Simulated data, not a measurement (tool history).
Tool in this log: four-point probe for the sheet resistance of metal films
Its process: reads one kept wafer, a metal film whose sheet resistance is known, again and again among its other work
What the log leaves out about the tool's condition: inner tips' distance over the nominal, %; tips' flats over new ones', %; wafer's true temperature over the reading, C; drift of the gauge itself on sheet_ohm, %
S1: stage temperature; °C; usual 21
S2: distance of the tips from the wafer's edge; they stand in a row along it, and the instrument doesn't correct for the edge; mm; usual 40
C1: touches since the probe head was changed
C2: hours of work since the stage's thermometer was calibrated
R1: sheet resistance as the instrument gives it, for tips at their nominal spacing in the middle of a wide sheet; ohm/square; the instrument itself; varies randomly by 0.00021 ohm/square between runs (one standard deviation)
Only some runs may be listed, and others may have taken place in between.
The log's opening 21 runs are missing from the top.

{"run": 22, "hour": 765.6, "S1": 24, "S2": 4, "C1": 50830, "C2": 1293, "R1": 1.037013}
{"run": 23, "hour": 805.9, "S1": 28, "S2": 4, "C1": 52089, "C2": 1313, "R1": 1.036385}
{"run": 24, "hour": 833.0, "S1": 30, "S2": 7, "C1": 52934, "C2": 1326, "R1": 1.029827}
{"run": 25, "hour": 862.3, "S1": 30, "S2": 7, "C1": 53847, "C2": 1341, "R1": 1.029889}
{"run": 26, "hour": 893.2, "S1": 23, "S2": 16, "C1": 54811, "C2": 1356, "R1": 1.029717}
{"run": 27, "hour": 931.3, "S1": 28, "S2": 46, "C1": 56000, "C2": 1375, "R1": 1.027294}
{"run": 28, "hour": 973.0, "S1": 21, "S2": 17, "C1": 57300, "C2": 1396, "R1": 1.030355}
{"run": 29, "hour": 995.5, "S1": 24, "S2": 25, "C1": 58003, "C2": 1407, "R1": 1.028925}
{"hour": 1009.7, "done": "stage's thermometer calibrated"}
{"run": 30, "hour": 1033.0, "S1": 29, "S2": 21, "C1": 59157, "C2": 12, "R1": 1.029706}
{"run": 31, "hour": 1061.2, "S1": 29, "S2": 21, "C1": 60038, "C2": 26, "R1": 1.029413}
{"run": 32, "hour": 1099.4, "S1": 29, "S2": 21, "C1": 61228, "C2": 45, "R1": 1.029826}
{"run": 33, "hour": 1127.1, "S1": 29, "S2": 28, "C1": 62094, "C2": 58, "R1": 1.029591}
{"run": 34, "hour": 1147.6, "S1": 29, "S2": 28, "C1": 62734, "C2": 68, "R1": 1.029228}
{"run": 35, "hour": 1168.5, "S1": 26, "S2": 39, "C1": 63385, "C2": 79, "R1": 1.030191}
{"run": 36, "hour": 1200.1, "S1": 26, "S2": 39, "C1": 64370, "C2": 95, "R1": 1.02993}
{"run": 37, "hour": 1221.3, "S1": 20, "S2": 6, "C1": 65032, "C2": 105, "R1": 1.035777}
{"run": 38, "hour": 1249.6, "S1": 20, "S2": 6, "C1": 65914, "C2": 119, "R1": 1.035971}

Branching from run 38: 4 alternative next runs. What would each branch give?
{"run": "A", "hour": 1297.9, "S1": 20, "S2": 68, "C1": 67421, "C2": 143, "R1": "?"}
{"run": "B", "hour": 1297.9, "S1": 31, "S2": 70, "C1": 67421, "C2": 143, "R1": "?"}
{"run": "C", "hour": 1297.9, "S1": 20, "S2": 4, "C1": 67421, "C2": 143, "R1": "?"}
{"run": "D", "hour": 1297.9, "S1": 31, "S2": 5, "C1": 67421, "C2": 143, "R1": "?"}

run=A R1=1.031956
run=B R1=1.028668
run=C R1=1.040512
run=D R1=1.034498
Had the tool no hidden state, the same runs would have come out as:
run=A R1=1.032062
run=B R1=1.028764
run=C R1=1.040618
run=D R1=1.034595

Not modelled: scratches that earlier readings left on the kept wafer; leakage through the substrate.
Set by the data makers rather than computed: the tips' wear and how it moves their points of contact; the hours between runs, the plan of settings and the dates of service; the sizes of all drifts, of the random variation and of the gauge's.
